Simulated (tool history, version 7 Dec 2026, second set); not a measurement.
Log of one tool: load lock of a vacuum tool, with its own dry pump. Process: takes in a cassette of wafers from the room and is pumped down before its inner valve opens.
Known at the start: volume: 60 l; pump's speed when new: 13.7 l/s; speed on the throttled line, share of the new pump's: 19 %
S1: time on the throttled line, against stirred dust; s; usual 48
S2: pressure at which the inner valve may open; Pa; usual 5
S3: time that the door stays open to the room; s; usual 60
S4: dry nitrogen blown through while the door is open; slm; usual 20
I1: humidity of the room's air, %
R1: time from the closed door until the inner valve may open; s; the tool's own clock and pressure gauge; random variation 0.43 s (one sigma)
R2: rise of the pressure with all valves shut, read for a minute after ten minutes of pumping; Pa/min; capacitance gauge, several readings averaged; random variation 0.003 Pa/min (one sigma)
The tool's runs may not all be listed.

run	day	S1	S2	S3	S4	I1	R1	R2
1	0.000	48	5	60	20	42.1	92.0	0.314
# day 3.738: dry pump taken out, an overhauled one fitted
2	10.971	63	5	60	20	43.3	95.2	0.330
3	25.892	48	5	140	20	45.2	82.8	0.365
4	35.525	48	5	140	20	45.4	82.9	0.374
5	49.383	48	5	140	20	45.4	83.3	0.403
6	66.679	48	5	140	20	41.6	83.5	0.432
7	79.762	48	5	140	20	43.5	84.3	0.460
8	96.025	48	5	140	20	43.9	84.7	0.493
9	117.125	48	5	140	20	45.4	84.0	0.526
10	133.567	48	5	140	20	45.2	85.1	0.572
# day 137.067: door's seal changed, seat wiped
11	154.271	48	5	140	20	43.6	86.0	0.034
12	171.004	48	5	140	20	47.5	84.8	0.060
13	182.096	29	5	140	20	44.7	70.5	0.053
14	200.029	26	6	58	20	47.1	67.6	0.058
15	220.700	26	6	58	20	43.1	67.3	0.067
16	235.592	48	8	60	20	43.4	83.3	0.078
17	251.496	48	8	60	20	43.8	84.7	0.088
18	266.667	71	5	33	43	46.8	104.1	0.091
19	278.446	71	5	33	43	44.5	105.3	0.105
20	290.283	71	5	33	43	44.9	105.6	0.113
21	298.871	32	5	201	7	42.5	74.6	0.169
22	315.692	29	5	67	20	45.5	72.4	0.158

5 ways to go on from here, each from the tool as it stands after run 22. What would each give?
A	327.850	29	7	67	14	42.3	?	?
B	327.850	48	5	40	20	45.8	?	?
C	327.850	95	5	67	20	45.2	?	?
D	327.850	28	6	59	20	45.8	?	?
E	327.850	48	5	29	20	42.1	?	?

run	R1	R2
A	71.8	0.168
B	87.0	0.163
C	124.2	0.164
D	71.3	0.166
E	88.3	0.156
Without the tool's hidden state the same runs would have given:
run	R1	R2
A	66.4	0.028
B	81.9	0.019
C	120.4	0.022
D	65.9	0.022
E	83.2	0.014
